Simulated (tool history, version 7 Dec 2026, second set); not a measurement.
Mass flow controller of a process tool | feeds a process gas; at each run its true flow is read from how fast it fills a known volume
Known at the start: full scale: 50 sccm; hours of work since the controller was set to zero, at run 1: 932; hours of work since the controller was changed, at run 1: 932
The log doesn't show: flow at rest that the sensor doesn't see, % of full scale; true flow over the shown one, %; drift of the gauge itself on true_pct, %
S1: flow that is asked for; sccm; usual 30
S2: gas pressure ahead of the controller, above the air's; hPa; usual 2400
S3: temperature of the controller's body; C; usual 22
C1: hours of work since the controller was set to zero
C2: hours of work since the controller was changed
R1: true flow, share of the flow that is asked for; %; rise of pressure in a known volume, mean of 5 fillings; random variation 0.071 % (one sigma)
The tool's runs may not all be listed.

run	day	S1	S2	S3	C1	C2	R1
1	0	30	2400	22	932	932	99.38
2	3.367	30	2400	22	958	958	99.51
3	6.917	30	2400	34	985	985	99.87
4	9.304	30	2400	34	1004	1004	99.85
5	11.912	30	2400	34	1024	1024	99.8
6	13.696	30	2250	34	1038	1038	99.7
7	16.179	30	1870	22	1057	1057	99.13
8	18.3	30	1870	22	1074	1074	99.18
9	20.129	30	1870	20	1088	1088	99.13
10	22.588	30	1870	20	1107	1107	98.98
11	24.4	30	1870	20	1121	1121	98.95
12	26.612	30	1870	20	1138	1138	99.02
13	29.042	14	1870	20	1157	1157	98.41
14	31.762	30	2400	21	1178	1178	99.43
15	33.65	30	2400	21	1193	1193	99.48
16	36.983	11	2400	22	1219	1219	98.79
17	41.012	11	2400	28	1250	1250	98.83
18	44.792	30	2400	22	1280	1280	99.41
19	48.75	30	2400	22	1310	1310	99.44
20	51.288	30	2400	22	1330	1330	99.43
21	54.575	6	2400	22	1356	1356	98.52
22	56.3	21	2400	22	1369	1369	99.1
23	58.712	21	2400	22	1388	1388	99.16
24	60.867	21	2400	22	1405	1405	99.02
25	63.442	21	2400	22	1425	1425	99
26	66.446	21	2400	22	1448	1448	99.15
27	70.375	30	1660	36	1478	1478	99.37
28	72.321	30	1660	36	1494	1494	99.34

The next listed run, before its measurement:
29	74.55	28	2310	32	1511	1511	?

{"run 29": {"R1": 99.52}}
Without the tool's hidden state the same run would have given R1 99.52 %.
